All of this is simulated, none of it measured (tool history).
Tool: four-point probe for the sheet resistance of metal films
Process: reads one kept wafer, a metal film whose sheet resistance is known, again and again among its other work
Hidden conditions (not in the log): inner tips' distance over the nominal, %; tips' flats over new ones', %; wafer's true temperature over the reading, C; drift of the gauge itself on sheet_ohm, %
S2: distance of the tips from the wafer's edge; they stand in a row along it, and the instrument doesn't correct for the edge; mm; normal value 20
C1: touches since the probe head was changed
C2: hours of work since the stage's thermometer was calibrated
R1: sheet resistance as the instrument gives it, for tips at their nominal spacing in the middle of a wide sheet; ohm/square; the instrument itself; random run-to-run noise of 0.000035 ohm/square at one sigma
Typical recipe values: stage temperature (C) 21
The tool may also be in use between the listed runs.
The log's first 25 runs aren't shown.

{"run": 26, "hour": 379.0, "stage temperature (C)": 29, "S2": 3, "C1": 11106, "C2": 508, "R1": 0.177951}
{"run": 27, "hour": 398.7, "stage temperature (C)": 32, "S2": 64, "C1": 11573, "C2": 518, "R1": 0.173568}
{"run": 28, "hour": 408.3, "stage temperature (C)": 32, "S2": 64, "C1": 11800, "C2": 522, "R1": 0.173618}
{"run": 29, "hour": 428.6, "stage temperature (C)": 32, "S2": 64, "C1": 12281, "C2": 532, "R1": 0.173609}
{"run": 30, "hour": 438.6, "stage temperature (C)": 31, "S2": 9, "C1": 12520, "C2": 537, "R1": 0.174094}
{"run": 31, "hour": 450.0, "stage temperature (C)": 24, "S2": 45, "C1": 12789, "C2": 543, "R1": 0.174318}
{"run": 32, "hour": 463.7, "stage temperature (C)": 25, "S2": 48, "C1": 13115, "C2": 549, "R1": 0.174301}
{"run": 33, "hour": 483.0, "stage temperature (C)": 25, "S2": 48, "C1": 13572, "C2": 558, "R1": 0.174271}
{"run": 34, "hour": 492.0, "stage temperature (C)": 22, "S2": 20, "C1": 13786, "C2": 563, "R1": 0.174709}
{"run": 35, "hour": 507.0, "stage temperature (C)": 22, "S2": 20, "C1": 14142, "C2": 570, "R1": 0.174662}
{"run": 36, "hour": 523.8, "stage temperature (C)": 27, "S2": 21, "C1": 14540, "C2": 578, "R1": 0.174196}
{"run": 37, "hour": 543.0, "stage temperature (C)": 27, "S2": 21, "C1": 14994, "C2": 587, "R1": 0.174127}
{"run": 38, "hour": 560.3, "stage temperature (C)": 34, "S2": 21, "C1": 15405, "C2": 596, "R1": 0.173478}
{"run": 39, "hour": 569.1, "stage temperature (C)": 18, "S2": 41, "C1": 15615, "C2": 600, "R1": 0.175028}
{"run": 40, "hour": 581.2, "stage temperature (C)": 18, "S2": 64, "C1": 15901, "C2": 606, "R1": 0.175037}
{"run": 41, "hour": 599.1, "stage temperature (C)": 33, "S2": 64, "C1": 16326, "C2": 615, "R1": 0.173473}
{"run": 42, "hour": 607.7, "stage temperature (C)": 26, "S2": 24, "C1": 16529, "C2": 619, "R1": 0.174244}

Here are 3 independent what-if runs from the current tool condition. What would each one return?
{"run": "A", "hour": 626.5, "stage temperature (C)": 32, "S2": 20, "C1": 16975, "C2": 628, "R1": "?"}
{"run": "B", "hour": 626.5, "stage temperature (C)": 21, "S2": 3, "C1": 16975, "C2": 628, "R1": "?"}
{"run": "C", "hour": 626.5, "stage temperature (C)": 19, "S2": 12, "C1": 16975, "C2": 628, "R1": "?"}

run=A R1=0.17368
run=B R1=0.178812
run=C R1=0.17521
With the hidden condition removed and each run's random variation left untouched, the same runs would have given:
run=A R1=0.173696
run=B R1=0.178828
run=C R1=0.175226

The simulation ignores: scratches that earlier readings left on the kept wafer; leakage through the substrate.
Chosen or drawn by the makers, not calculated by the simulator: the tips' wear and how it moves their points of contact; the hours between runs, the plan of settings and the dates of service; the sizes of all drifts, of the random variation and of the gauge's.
